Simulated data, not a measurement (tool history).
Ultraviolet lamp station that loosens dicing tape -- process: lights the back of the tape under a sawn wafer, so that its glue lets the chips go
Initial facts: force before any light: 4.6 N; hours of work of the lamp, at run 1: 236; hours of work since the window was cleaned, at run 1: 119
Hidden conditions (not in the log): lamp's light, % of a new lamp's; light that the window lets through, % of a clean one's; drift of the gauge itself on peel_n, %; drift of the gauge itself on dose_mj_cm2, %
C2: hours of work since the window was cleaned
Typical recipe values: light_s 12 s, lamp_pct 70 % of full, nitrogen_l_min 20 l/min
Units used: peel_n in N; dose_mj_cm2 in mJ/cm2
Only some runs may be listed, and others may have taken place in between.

Run 1, hour 0: usual settings; hours of work of the lamp 236; C2 119. Result: peel_n 0.54 N, dose_mj_cm2 235 mJ/cm2.
Run 2, hour 23.1: usual settings; hours of work of the lamp 254; C2 136. Result: peel_n 0.548 N, dose_mj_cm2 235 mJ/cm2.
Run 3, hour 37.6: usual settings but lamp_pct 69 % of full; hours of work of the lamp 265; C2 147. Result: peel_n 0.574 N, dose_mj_cm2 224 mJ/cm2.
Run 4, hour 59.1: usual settings but lamp_pct 69 % of full; hours of work of the lamp 281; C2 163. Result: peel_n 0.58 N, dose_mj_cm2 222 mJ/cm2.
Run 5, hour 77.4: usual settings but lamp_pct 69 % of full; hours of work of the lamp 295; C2 177. Result: peel_n 0.578 N, dose_mj_cm2 217 mJ/cm2.
Run 6, hour 93.4: usual settings but lamp_pct 69 % of full, nitrogen_l_min 9 l/min; hours of work of the lamp 307; C2 189. Result: peel_n 0.938 N, dose_mj_cm2 213 mJ/cm2.
Run 7, hour 114.4: usual settings but lamp_pct 69 % of full, nitrogen_l_min 9 l/min; hours of work of the lamp 323; C2 205. Result: peel_n 1.001 N, dose_mj_cm2 214 mJ/cm2.
Run 8, hour 137.7: usual settings but lamp_pct 69 % of full, nitrogen_l_min 9 l/min; hours of work of the lamp 340; C2 223. Result: peel_n 0.993 N, dose_mj_cm2 208 mJ/cm2.
Run 9, hour 156.7: usual settings; hours of work of the lamp 355; C2 237. Result: peel_n 0.629 N, dose_mj_cm2 204 mJ/cm2.
Run 10, hour 179.8: usual settings; hours of work of the lamp 372; C2 254. Result: peel_n 0.649 N, dose_mj_cm2 200 mJ/cm2.
Run 11, hour 198.7: usual settings; hours of work of the lamp 387; C2 269. Result: peel_n 0.702 N, dose_mj_cm2 201 mJ/cm2.
Run 12, hour 216.3: usual settings; hours of work of the lamp 400; C2 282. Result: peel_n 0.688 N, dose_mj_cm2 197 mJ/cm2.
At hour 220.1: window cleaned of glue's vapour.
Run 13, hour 229.7: usual settings but lamp_pct 76 % of full; hours of work of the lamp 410; C2 7. Result: peel_n 0.442 N, dose_mj_cm2 263 mJ/cm2.
Run 14, hour 240: usual settings but lamp_pct 76 % of full; hours of work of the lamp 417; C2 15. Result: peel_n 0.456 N, dose_mj_cm2 257 mJ/cm2.
Run 15, hour 258.3: usual settings; hours of work of the lamp 431; C2 29. Result: peel_n 0.522 N, dose_mj_cm2 234 mJ/cm2.
Run 16, hour 273.1: usual settings; hours of work of the lamp 442; C2 40. Result: peel_n 0.543 N, dose_mj_cm2 235 mJ/cm2.
Run 17, hour 295.2: usual settings but light_s 8 s; hours of work of the lamp 459; C2 57. Result: peel_n 1.057 N, dose_mj_cm2 153 mJ/cm2.
Run 18, hour 310.5: usual settings but light_s 8 s; hours of work of the lamp 471; C2 68. Result: peel_n 1.023 N, dose_mj_cm2 150 mJ/cm2.
Run 19, hour 330.6: usual settings but light_s 8 s; hours of work of the lamp 486; C2 84. Result: peel_n 1.067 N, dose_mj_cm2 147 mJ/cm2.
Run 20, hour 345.6: usual settings but light_s 8 s; hours of work of the lamp 497; C2 95. Result: peel_n 1.089 N, dose_mj_cm2 147 mJ/cm2.
Run 21, hour 359.6: usual settings but light_s 8 s; hours of work of the lamp 508; C2 105. Result: peel_n 1.082 N, dose_mj_cm2 144 mJ/cm2.
Run 22, hour 370.9: usual settings but light_s 8 s; hours of work of the lamp 516; C2 114. Result: peel_n 1.073 N, dose_mj_cm2 145 mJ/cm2.
Run 23, hour 394.3: usual settings but light_s 21 s, lamp_pct 92 % of full, nitrogen_l_min 11 l/min; hours of work of the lamp 534; C2 132. Result: peel_n 0.244 N, dose_mj_cm2 500 mJ/cm2.
Run 24, hour 417.7: usual settings but light_s 21 s, lamp_pct 92 % of full, nitrogen_l_min 11 l/min; hours of work of the lamp 552; C2 149. Result: peel_n 0.25 N, dose_mj_cm2 483 mJ/cm2.
Run 25, hour 439.4: usual settings but light_s 21 s, lamp_pct 92 % of full, nitrogen_l_min 11 l/min; hours of work of the lamp 568; C2 166. Result: peel_n 0.244 N, dose_mj_cm2 478 mJ/cm2.
Run 26, hour 456.4: usual settings but light_s 13 s, lamp_pct 73 % of full, nitrogen_l_min 39 l/min; hours of work of the lamp 581; C2 179. Result: peel_n 0.39 N, dose_mj_cm2 232 mJ/cm2.
Run 27, hour 472.5: usual settings but light_s 16 s, lamp_pct 85 % of full, nitrogen_l_min 34 l/min; hours of work of the lamp 593; C2 191. Result: peel_n 0.246 N, dose_mj_cm2 323 mJ/cm2.
Run 28, hour 483.1: usual settings but light_s 11 s, lamp_pct 72 % of full, nitrogen_l_min 10 l/min; hours of work of the lamp 601; C2 199. Result: peel_n 1.086 N, dose_mj_cm2 189 mJ/cm2.
Run 29, hour 498.7: usual settings but light_s 8 s, lamp_pct 87 % of full; hours of work of the lamp 613; C2 211. Result: peel_n 0.912 N, dose_mj_cm2 163 mJ/cm2.
Run 30, hour 518.5: usual settings but light_s 6 s, lamp_pct 68 % of full, nitrogen_l_min 13 l/min; hours of work of the lamp 628; C2 226. Result: peel_n 1.969 N, dose_mj_cm2 91 mJ/cm2.
Run 31, hour 538.4: usual settings but light_s 7 s, lamp_pct 74 % of full; hours of work of the lamp 643; C2 241. Result: peel_n 1.344 N, dose_mj_cm2 116 mJ/cm2.
Run 32, hour 552.1: usual settings but lamp_pct 64 % of full; hours of work of the lamp 653; C2 251. Result: peel_n 0.839 N, dose_mj_cm2 175 mJ/cm2.
Run 33, hour 571.5: usual settings but light_s 8 s, lamp_pct 72 % of full, nitrogen_l_min 10 l/min; hours of work of the lamp 668; C2 266. Result: peel_n 1.643 N, dose_mj_cm2 132 mJ/cm2.
Run 34, hour 588.6: usual settings but light_s 13 s, lamp_pct 94 % of full, nitrogen_l_min 39 l/min; hours of work of the lamp 681; C2 279. Result: peel_n 0.309 N, dose_mj_cm2 269 mJ/cm2.
At hour 596.4: window cleaned of glue's vapour.
Run 35, hour 608: usual settings but light_s 8 s, lamp_pct 67 % of full, nitrogen_l_min 14 l/min; hours of work of the lamp 695; C2 9. Result: peel_n 1.285 N, dose_mj_cm2 139 mJ/cm2.
Run 36, hour 620: usual settings but light_s 15 s, lamp_pct 61 % of full, nitrogen_l_min 37 l/min; hours of work of the lamp 704; C2 18. Result: peel_n 0.361 N, dose_mj_cm2 237 mJ/cm2.
Run 37, hour 636: usual settings but light_s 10 s, lamp_pct 61 % of full, nitrogen_l_min 37 l/min; hours of work of the lamp 716; C2 30. Result: peel_n 0.766 N, dose_mj_cm2 158 mJ/cm2.
Run 38, hour 657.7: usual settings but light_s 10 s, lamp_pct 61 % of full, nitrogen_l_min 21 l/min; hours of work of the lamp 733; C2 46. Result: peel_n 0.974 N, dose_mj_cm2 154 mJ/cm2.
Run 39, hour 668.4: usual settings but light_s 10 s, lamp_pct 61 % of full, nitrogen_l_min 21 l/min; hours of work of the lamp 741; C2 54. Result: peel_n 1 N, dose_mj_cm2 155 mJ/cm2.
Run 40, hour 680.6: usual settings but light_s 11 s, lamp_pct 81 % of full, nitrogen_l_min 8 l/min; hours of work of the lamp 750; C2 64. Result: peel_n 0.957 N, dose_mj_cm2 224 mJ/cm2.
Run 41, hour 691.6: usual settings but light_s 11 s, lamp_pct 92 % of full, nitrogen_l_min 17 l/min; hours of work of the lamp 758; C2 72. Result: peel_n 0.527 N, dose_mj_cm2 250 mJ/cm2.
Run 42, hour 710.7: usual settings but light_s 15 s, lamp_pct 68 % of full, nitrogen_l_min 17 l/min; hours of work of the lamp 773; C2 86. Result: peel_n 0.536 N, dose_mj_cm2 249 mJ/cm2.
Run 43, hour 732: usual settings but light_s 15 s, lamp_pct 68 % of full, nitrogen_l_min 17 l/min; hours of work of the lamp 789; C2 102. Result: peel_n 0.556 N, dose_mj_cm2 240 mJ/cm2.
Run 44, hour 754.4: usual settings but light_s 15 s, lamp_pct 68 % of full, nitrogen_l_min 17 l/min; hours of work of the lamp 806; C2 119. Result: peel_n 0.525 N, dose_mj_cm2 238 mJ/cm2.

3 ways to go on from here, each from the tool as it stands after run 44. What would each give?
Run A, hour 766.5: usual settings but lamp_pct 75 % of full, nitrogen_l_min 13 l/min; hours of work of the lamp 815; C2 129. Result: peel_n ?, dose_mj_cm2 ?.
Run B, hour 766.5: usual settings but light_s 15 s, lamp_pct 73 % of full; hours of work of the lamp 815; C2 129. Result: peel_n ?, dose_mj_cm2 ?.
Run C, hour 766.5: usual settings but nitrogen_l_min 17 l/min; hours of work of the lamp 815; C2 129. Result: peel_n ?, dose_mj_cm2 ?.

run  peel_n  dose_mj_cm2
  A   0.821          211
  B   0.469          259
  C   0.745          194
Without the tool's unlogged condition, the same runs would have read:
run  peel_n  dose_mj_cm2
  A   0.486          290
  B   0.282          356
  C   0.437          268
